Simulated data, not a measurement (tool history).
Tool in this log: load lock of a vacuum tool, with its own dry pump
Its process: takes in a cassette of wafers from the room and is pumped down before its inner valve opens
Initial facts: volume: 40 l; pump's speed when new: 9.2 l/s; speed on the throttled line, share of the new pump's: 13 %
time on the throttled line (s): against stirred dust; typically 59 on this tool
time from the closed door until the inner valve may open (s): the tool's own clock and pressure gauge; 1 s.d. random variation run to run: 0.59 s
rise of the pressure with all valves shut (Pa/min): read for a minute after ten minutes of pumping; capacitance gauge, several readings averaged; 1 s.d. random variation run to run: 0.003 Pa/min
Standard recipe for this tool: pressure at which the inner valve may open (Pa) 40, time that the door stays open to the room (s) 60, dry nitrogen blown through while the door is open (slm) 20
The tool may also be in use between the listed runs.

run     day  time on the throttled line (s)  pressure at which the inner valve may open (Pa)  time that the door stays open to the room (s)  dry nitrogen blown through while the door is open (slm)  incoming humidity of the room's air, %  time from the closed door until the inner valve may open (s)  rise of the pressure with all valves shut (Pa/min)
  1   0.000                              59                                               40                                             60                                                       20                                    42.8                                                          85.6                                               0.167
  2   2.450                              59                                               40                                             60                                                       20                                    45.8                                                          85.0                                               0.174
  3   4.258                              59                                               40                                             79                                                       20                                    38.6                                                          86.0                                               0.175
  4   7.967                              59                                               40                                             79                                                       20                                    45.7                                                          85.0                                               0.184
  5  11.083                              59                                               40                                             60                                                       20                                    42.7                                                          85.4                                               0.181
  6  12.662                              36                                               40                                             60                                                       20                                    48.3                                                          66.0                                               0.194
  7  14.758                              36                                               40                                             60                                                       20                                    45.0                                                          66.5                                               0.189
  8  16.521                              36                                               40                                            117                                                       20                                    44.5                                                          66.8                                               0.209
  9  19.192                              36                                               40                                            117                                                       20                                    42.5                                                          66.4                                               0.212
 10  22.171                              36                                               40                                            117                                                        6                                    42.4                                                          66.3                                               0.229
 11  24.429                              37                                               40                                             60                                                       20                                    43.0                                                          67.3                                               0.208
 12  27.950                              37                                               52                                             60                                                       20                                    45.4                                                          65.9                                               0.207
 13  31.212                              52                                               61                                            147                                                       26                                    45.5                                                          79.1                                               0.235

4 options for the next run, each taken on its own from the tool as it stands now. Forecast them:
  A  33.708                              59                                               40                                            136                                                       10                                    45.8                                                             ?                                                   ?
  B  33.708                              52                                               31                                             49                                                       18                                    46.0                                                             ?                                                   ?
  C  33.708                              63                                               29                                            147                                                       26                                    44.3                                                             ?                                                   ?
  D  33.708                              42                                               31                                             67                                                       20                                    45.0                                                             ?                                                   ?

run  time from the closed door until the inner valve may open (s)  rise of the pressure with all valves shut (Pa/min)
  A                                                          86.3                                               0.256
  B                                                          81.1                                               0.222
  C                                                          91.2                                               0.232
  D                                                          72.0                                               0.224
With no hidden state in the tool, these same runs would have given:
run  time from the closed door until the inner valve may open (s)  rise of the pressure with all valves shut (Pa/min)
  A                                                          85.4                                               0.061
  B                                                          80.2                                               0.030
  C                                                          90.2                                               0.040
  D                                                          71.0                                               0.032
